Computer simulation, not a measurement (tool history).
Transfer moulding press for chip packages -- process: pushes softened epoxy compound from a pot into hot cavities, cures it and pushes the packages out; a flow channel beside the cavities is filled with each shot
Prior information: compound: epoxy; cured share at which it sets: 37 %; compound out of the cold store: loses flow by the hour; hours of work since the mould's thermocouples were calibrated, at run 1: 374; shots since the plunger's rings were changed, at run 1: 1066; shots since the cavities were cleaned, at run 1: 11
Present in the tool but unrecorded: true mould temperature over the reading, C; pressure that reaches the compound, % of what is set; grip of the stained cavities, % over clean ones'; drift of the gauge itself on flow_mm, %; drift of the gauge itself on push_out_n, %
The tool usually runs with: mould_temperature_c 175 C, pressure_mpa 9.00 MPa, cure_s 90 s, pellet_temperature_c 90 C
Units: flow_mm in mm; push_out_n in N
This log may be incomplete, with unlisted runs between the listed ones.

run,hour,mould_temperature_c,pressure_mpa,cure_s,pellet_temperature_c,hours of work since the mould's thermocouples were calibrated,shots since the plunger's rings were changed,shots since the cavities were cleaned,incoming compound's hours out of the cold store,flow_mm,push_out_n
1,0.0,175,9.00,90,90,374,1066,11,39.4,715,499
2,25.7,175,9.00,90,90,387,1289,234,21.4,766,617
3,55.8,175,9.00,90,90,401,1550,495,25.4,754,707
# hour 82.0: cavities cleaned with cleaning compound and waxed
4,85.9,175,9.00,90,90,415,1798,34,38.5,714,502
5,111.9,175,9.00,90,90,428,2023,259,41.2,704,598
6,133.3,175,9.00,90,90,438,2208,444,14.3,786,687
# hour 165.3: cavities cleaned with cleaning compound and waxed
7,169.0,175,9.00,90,90,455,2505,33,40.6,706,514
8,194.3,175,9.00,90,90,467,2724,252,29.3,736,616
# hour 213.8: plunger's sealing rings changed
9,235.0,175,9.00,90,90,486,184,582,10.7,811,757
# hour 251.3: cavities cleaned with cleaning compound and waxed
10,256.3,175,9.00,90,90,495,356,43,19.1,776,527
11,297.2,175,9.00,90,90,515,710,397,46.5,696,615
12,318.9,175,9.00,90,90,526,898,585,28.5,747,699
# hour 335.9: cavities cleaned with cleaning compound and waxed
13,338.0,175,9.00,75,90,535,1051,18,18.7,775,727
# hour 342.0: mould's thermocouples calibrated
14,359.6,175,9.00,75,90,9,1220,187,15.7,781,822
15,383.0,175,9.00,75,90,20,1423,390,25.7,752,869
# hour 422.1: cavities cleaned with cleaning compound and waxed
16,423.1,170,9.00,74,90,39,1758,9,21.6,782,1101
17,441.6,175,9.00,113,98,48,1918,169,29.4,738,493
18,463.1,170,8.32,91,93,58,2104,355,32.5,715,788
19,494.7,170,8.32,91,93,74,2378,629,34.2,709,861
# hour 508.0: cavities cleaned with cleaning compound and waxed
20,537.5,170,8.32,91,93,94,2736,256,23.9,736,754
# hour 554.8: plunger's sealing rings changed
21,558.1,175,8.61,100,90,103,28,412,23.7,747,611
# hour 586.5: mould's thermocouples calibrated, once more
# hour 597.0: cavities cleaned with cleaning compound and waxed
22,598.1,175,8.61,99,90,5,344,9,38.6,704,493
23,626.9,180,6.87,93,81,19,594,259,42.2,608,544
24,653.6,175,9.00,95,96,32,825,490,9.7,805,669
25,676.6,175,9.00,116,100,43,1025,690,41.5,706,631
# hour 681.0: cavities cleaned with cleaning compound and waxed
26,712.3,175,9.00,116,100,60,1321,271,39.4,710,532
27,742.4,175,9.00,125,90,75,1582,532,11.6,797,568
# hour 766.1: cavities cleaned with cleaning compound and waxed
28,771.8,182,10.20,88,96,88,1823,49,21.3,788,466

Each row is a separate what-if for the run after 28, all from the same tool condition, not one after another. Results?
A,800.7,182,10.20,88,83,102,2074,300,35.2,?,?
B,800.7,180,9.41,88,96,102,2074,300,34.7,?,?
C,800.7,175,9.00,90,87,102,2074,300,14.5,?,?

run,flow_mm,push_out_n
A,746,562
B,721,566
C,783,654
Had the tool no hidden state, the same runs would have come out as:
run,flow_mm,push_out_n
A,759,438
B,733,442
C,796,514
